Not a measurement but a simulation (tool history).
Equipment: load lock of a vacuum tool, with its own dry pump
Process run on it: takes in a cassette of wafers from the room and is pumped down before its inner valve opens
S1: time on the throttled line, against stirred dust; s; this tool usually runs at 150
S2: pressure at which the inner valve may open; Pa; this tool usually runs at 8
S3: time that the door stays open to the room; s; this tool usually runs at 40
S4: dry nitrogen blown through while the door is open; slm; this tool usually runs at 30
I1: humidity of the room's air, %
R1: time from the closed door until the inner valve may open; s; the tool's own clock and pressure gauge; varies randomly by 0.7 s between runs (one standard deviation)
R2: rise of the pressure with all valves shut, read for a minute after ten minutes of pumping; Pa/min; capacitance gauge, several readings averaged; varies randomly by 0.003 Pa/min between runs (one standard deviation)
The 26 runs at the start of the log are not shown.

run 27 hour=2575.6 | S1=150 S2=8 S3=40 S4=19 | I1=45.8 | R1=199.1 R2=0.023
run 28 hour=2711.1 | S1=150 S2=8 S3=40 S4=35 | I1=47.5 | R1=198.5 R2=0.015
run 29 hour=2779.4 | S1=91 S2=6 S3=40 S4=5 | I1=48.2 | R1=147.8 R2=0.035
run 30 hour=2860.2 | S1=95 S2=8 S3=106 S4=9 | I1=45.4 | R1=148.6 R2=0.052
run 31 hour=2958.9 | S1=150 S2=13 S3=225 S4=6 | I1=45.6 | R1=195.5 R2=0.101
run 32 hour=3031.6 | S1=150 S2=7 S3=40 S4=23 | I1=44.3 | R1=198.7 R2=0.021
run 33 hour=3129.6 | S1=150 S2=8 S3=91 S4=21 | I1=47.8 | R1=198.5 R2=0.039
run 34 hour=3241.6 | S1=150 S2=8 S3=91 S4=21 | I1=44.5 | R1=199.1 R2=0.03
run 35 hour=3378.3 | S1=173 S2=9 S3=150 S4=19 | I1=47 | R1=218 R2=0.056
run 36 hour=3529.4 | S1=150 S2=8 S3=239 S4=30 | I1=43.3 | R1=198.7 R2=0.055
run 37 hour=3607 | S1=150 S2=8 S3=239 S4=30 | I1=44.7 | R1=198.8 R2=0.054

What if the next run were any one of these 4? Each begins from the tool's condition after run 37:
run A hour=3743.6 | S1=150 S2=9 S3=57 S4=16 | I1=47.9 | R1=? R2=?
run B hour=3743.6 | S1=150 S2=15 S3=46 S4=30 | I1=45.8 | R1=? R2=?
run C hour=3743.6 | S1=84 S2=8 S3=239 S4=30 | I1=46.4 | R1=? R2=?
run D hour=3743.6 | S1=227 S2=8 S3=240 S4=5 | I1=43.9 | R1=? R2=?

run=A R1=197.8 R2=0.027
run=B R1=193.4 R2=0.018
run=C R1=139.1 R2=0.054
run=D R1=267.5 R2=0.108
With no hidden state in the tool, these same runs would have given:
run=A R1=197.8 R2=0.026
run=B R1=193.4 R2=0.017
run=C R1=139 R2=0.053
run=D R1=267.5 R2=0.107

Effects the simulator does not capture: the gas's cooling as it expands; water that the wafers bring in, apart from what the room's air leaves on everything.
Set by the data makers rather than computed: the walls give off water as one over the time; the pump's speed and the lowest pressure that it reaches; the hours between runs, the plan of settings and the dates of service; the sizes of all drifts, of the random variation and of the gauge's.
